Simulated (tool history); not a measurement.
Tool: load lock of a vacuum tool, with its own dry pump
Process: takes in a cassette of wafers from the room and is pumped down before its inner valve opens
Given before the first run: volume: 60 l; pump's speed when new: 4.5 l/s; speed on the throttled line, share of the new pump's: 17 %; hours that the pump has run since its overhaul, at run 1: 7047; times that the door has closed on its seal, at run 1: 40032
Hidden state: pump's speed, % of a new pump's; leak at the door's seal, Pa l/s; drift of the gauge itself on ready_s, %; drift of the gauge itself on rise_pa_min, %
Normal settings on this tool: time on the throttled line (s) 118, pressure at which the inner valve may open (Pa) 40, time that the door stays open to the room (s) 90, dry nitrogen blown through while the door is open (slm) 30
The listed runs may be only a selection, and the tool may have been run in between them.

run    hour  time on the throttled line (s)  pressure at which the inner valve may open (Pa)  time that the door stays open to the room (s)  dry nitrogen blown through while the door is open (slm)  hours that the pump has run since its overhaul  times that the door has closed on its seal  incoming humidity of the room's air, %  time from the closed door until the inner valve may open (s)  rise of the pressure with all valves shut (Pa/min)
  1     0.0                             118                                               40                                             90                                                       30                                            7047                                       40032                                    45.5                                                         204.6                                               0.034
  2   102.5                             118                                               40                                             90                                                       30                                            7149                                       40297                                    42.3                                                         204.4                                               0.037
  3   197.9                             118                                               40                                             90                                                        6                                            7245                                       40544                                    45.9                                                         204.9                                               0.061
  4   313.3                             118                                               40                                             47                                                       30                                            7360                                       40843                                    43.8                                                         204.2                                               0.021
  5   475.4                             118                                               40                                             47                                                       30                                            7522                                       41263                                    43.6                                                         202.9                                               0.026
  6   598.7                             118                                               76                                             90                                                        4                                            7646                                       41582                                    45.1                                                         195.9                                               0.062
  7   714.7                             118                                               76                                             90                                                        4                                            7762                                       41882                                    41.3                                                         195.4                                               0.065
  8   874.4                              92                                               40                                             90                                                       30                                            7921                                       42296                                    43.3                                                         181.7                                               0.031
  9  1056.8                             118                                               40                                            127                                                       14                                            8104                                       42768                                    46.3                                                         203.0                                               0.061
 10  1194.9                              63                                               40                                             90                                                        7                                            8242                                       43125                                    46.6                                                         158.8                                               0.065

Below are 4 alternative next runs, each starting from the tool's condition after run 10. Predict each:
  A  1333.8                             103                                               40                                             99                                                        5                                            8381                                       43485                                    45.3                                                             ?                                                   ?
  B  1333.8                             194                                               40                                            171                                                       30                                            8381                                       43485                                    42.4                                                             ?                                                   ?
  C  1333.8                             118                                               37                                             90                                                       35                                            8381                                       43485                                    46.7                                                             ?                                                   ?
  D  1333.8                             143                                               40                                             90                                                       30                                            8381                                       43485                                    43.3                                                             ?                                                   ?

run  time from the closed door until the inner valve may open (s)  rise of the pressure with all valves shut (Pa/min)
  A                                                         188.8                                               0.069
  B                                                         263.3                                               0.048
  C                                                         205.5                                               0.037
  D                                                         224.7                                               0.034
With the hidden condition removed and each run's random variation left untouched, the same runs would have given:
run  time from the closed door until the inner valve may open (s)  rise of the pressure with all valves shut (Pa/min)
  A                                                         188.8                                               0.067
  B                                                         263.3                                               0.046
  C                                                         205.4                                               0.035
  D                                                         224.7                                               0.032
